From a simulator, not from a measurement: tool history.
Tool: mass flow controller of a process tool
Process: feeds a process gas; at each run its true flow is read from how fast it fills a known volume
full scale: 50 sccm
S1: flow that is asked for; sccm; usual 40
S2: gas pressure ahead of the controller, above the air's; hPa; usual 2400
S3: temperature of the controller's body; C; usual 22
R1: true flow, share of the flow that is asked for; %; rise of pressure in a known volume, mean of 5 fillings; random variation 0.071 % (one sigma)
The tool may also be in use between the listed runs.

run,day,S1,S2,S3,R1
1,0,40,2400,22,99.71
2,3.133,40,2400,22,99.92
3,6.567,40,2400,22,99.9
4,13.246,40,2400,22,99.97
5,17.229,40,2400,22,99.95
6,23.262,40,2400,22,100.09
7,27.85,11,2680,29,98.3
8,32.1,11,2680,29,98.48
9,38.062,11,2680,29,98.56
10,41.667,11,2680,29,98.55
11,45.638,9,2620,29,98.49

3 ways to go on from here, each from the tool as it stands after run 11. What would each give?
A,49.375,7,2620,34,?
B,49.375,9,2620,24,?
C,49.375,9,2620,24,?

run,R1
A,97.94
B,99.23
C,99.21
Without the tool's hidden state the same runs would have given:
run,R1
A,97.25
B,98.52
C,98.5
